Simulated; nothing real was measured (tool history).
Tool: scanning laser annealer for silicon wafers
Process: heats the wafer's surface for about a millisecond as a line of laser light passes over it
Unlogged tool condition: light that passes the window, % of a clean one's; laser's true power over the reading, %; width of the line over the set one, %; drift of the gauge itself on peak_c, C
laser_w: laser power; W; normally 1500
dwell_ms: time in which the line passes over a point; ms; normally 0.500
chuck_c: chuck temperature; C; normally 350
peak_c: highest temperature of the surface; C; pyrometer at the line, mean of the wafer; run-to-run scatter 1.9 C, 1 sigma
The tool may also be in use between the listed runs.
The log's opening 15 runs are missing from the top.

run	day	laser_w	dwell_ms	chuck_c	hours of work since the window was cleaned	hours of work since the power meter was calibrated	hours of work since the optics were aligned	peak_c
16	17.246	1581	0.500	350	233	569	773	1175
17	18.696	1581	0.500	350	258	594	798	1172
18	19.533	1581	0.500	350	273	609	813	1171
19	20.704	1581	0.500	350	293	629	833	1169
20	22.129	1581	0.500	350	318	654	858	1167
21	22.754	1581	0.500	350	329	665	869	1163
22	23.979	1518	0.500	350	350	686	890	1122
23	24.954	1399	0.518	350	367	703	907	1056
24	26.100	1377	0.555	317	387	723	927	1029
# day 26.592: optics aligned, line set to its width
25	27.058	1419	0.506	317	400	736	8	1030
26	28.171	1419	0.506	317	419	755	27	1027
27	28.825	1419	0.491	379	431	767	39	1081
28	29.717	1509	0.500	337	446	782	54	1097
29	30.588	1307	0.477	324	461	797	69	945

Run 30 is up next; what results do you expect?
30	31.867	1350	0.575	337	483	820	92	?

peak_c: 1043 C
Without the tool's hidden state the same run would have given peak_c 1091 C.
